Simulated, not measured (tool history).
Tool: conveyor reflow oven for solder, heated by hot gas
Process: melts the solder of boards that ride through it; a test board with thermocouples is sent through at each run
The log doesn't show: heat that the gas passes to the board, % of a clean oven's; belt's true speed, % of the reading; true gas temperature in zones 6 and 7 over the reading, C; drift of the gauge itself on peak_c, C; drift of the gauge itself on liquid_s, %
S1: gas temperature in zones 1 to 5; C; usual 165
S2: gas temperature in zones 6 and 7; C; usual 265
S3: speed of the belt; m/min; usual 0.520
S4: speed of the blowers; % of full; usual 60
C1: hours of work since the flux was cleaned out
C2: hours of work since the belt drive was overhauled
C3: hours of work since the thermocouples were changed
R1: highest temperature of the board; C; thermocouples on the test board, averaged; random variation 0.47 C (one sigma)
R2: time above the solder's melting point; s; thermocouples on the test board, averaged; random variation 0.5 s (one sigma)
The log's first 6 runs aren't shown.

run	hour	S1	S2	S3	S4	C1	C2	C3	R1	R2
7	47.3	165	263	0.520	60	202	701	123	247.8	54.9
8	56.5	165	263	0.520	60	207	706	128	246.9	54.1
9	65.5	165	265	0.520	60	212	711	133	249.1	55.9
10	71.1	165	265	0.520	80	215	714	136	251.8	58.6
11	80.0	165	265	0.520	60	219	719	141	248.6	56.5
12	89.0	165	265	0.520	60	224	724	145	248.5	56.0
13	94.1	165	257	0.520	60	227	726	148	241.6	49.0
# hour 99.7: flux residue cleaned out of gas plates and filters
14	103.7	165	265	0.520	60	2	729	151	248.5	55.3
15	113.6	165	265	0.520	66	7	734	156	249.1	56.4
16	118.5	165	265	0.520	66	10	737	158	249.1	56.3
17	129.2	170	270	0.520	66	16	742	164	254.6	62.1
18	136.6	179	270	0.520	67	20	746	168	255.1	68.0
19	142.8	166	263	0.525	56	23	749	171	245.2	52.0
20	148.3	166	263	0.525	56	26	752	174	246.7	52.1
21	158.1	173	265	0.520	60	31	758	179	249.7	59.2
# hour 164.0: flux residue cleaned out of gas plates and filters, once more
22	172.4	173	265	0.520	60	4	762	184	251.2	61.9
23	183.3	165	278	0.520	81	10	768	190	265.5	68.6
24	189.8	170	274	0.545	77	14	772	194	260.2	63.9
25	195.9	165	278	0.471	60	17	775	197	265.8	75.1
26	206.9	157	278	0.566	64	23	781	203	259.1	55.8
27	215.0	157	278	0.566	64	27	785	207	259.0	56.9
28	222.1	157	278	0.566	87	31	789	211	262.2	58.7
29	232.6	165	272	0.484	60	36	794	216	258.3	68.9
30	237.4	166	255	0.461	84	39	797	219	246.5	64.9
31	241.9	165	279	0.520	63	41	799	221	263.5	67.4

Forecast each of these 3 alternatives for the next run:
A	252.7	165	279	0.520	69	47	805	227	?	?
B	252.7	165	278	0.568	60	47	805	227	?	?
C	252.7	168	279	0.618	63	47	805	227	?	?

run	R1	R2
A	264.6	66.8
B	259.5	58.2
C	257.1	53.5
Without the tool's hidden state the same runs would have given:
run	R1	R2
A	265.2	65.7
B	259.9	57.3
C	257.6	52.7

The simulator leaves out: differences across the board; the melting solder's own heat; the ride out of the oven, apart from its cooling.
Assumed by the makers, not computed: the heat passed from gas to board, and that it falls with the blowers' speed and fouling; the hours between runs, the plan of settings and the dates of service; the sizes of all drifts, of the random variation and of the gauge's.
